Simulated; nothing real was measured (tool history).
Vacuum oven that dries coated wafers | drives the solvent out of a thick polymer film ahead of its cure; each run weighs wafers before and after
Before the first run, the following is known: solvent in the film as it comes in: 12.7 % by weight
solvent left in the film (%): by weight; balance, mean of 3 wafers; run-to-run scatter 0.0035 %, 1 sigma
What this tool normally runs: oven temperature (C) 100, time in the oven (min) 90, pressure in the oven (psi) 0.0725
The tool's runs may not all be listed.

run,hour,oven temperature (C),time in the oven (min),pressure in the oven (psi),solvent left in the film (%)
1,0.0,100,90,0.0725,0.763
2,46.9,100,56,0.0725,1.660
3,107.3,100,56,0.0725,1.653
4,172.1,92,56,0.0725,2.802
5,218.8,97,90,0.0725,0.975
6,279.0,97,90,0.0725,0.982
7,335.1,100,90,0.0725,0.757
8,375.6,100,90,0.0725,0.759
9,419.2,100,90,0.0725,0.759
10,452.1,86,71,0.0725,2.999
11,492.9,100,90,0.1173,0.975
12,558.7,112,112,0.0725,0.291

Expected results for the next run?
13,601.4,112,97,0.0725,?

{"run 13": {"solvent left in the film (%)": 0.306}}
Minus the tool's unlogged condition, the same run would have read solvent left in the film (%) 0.267.
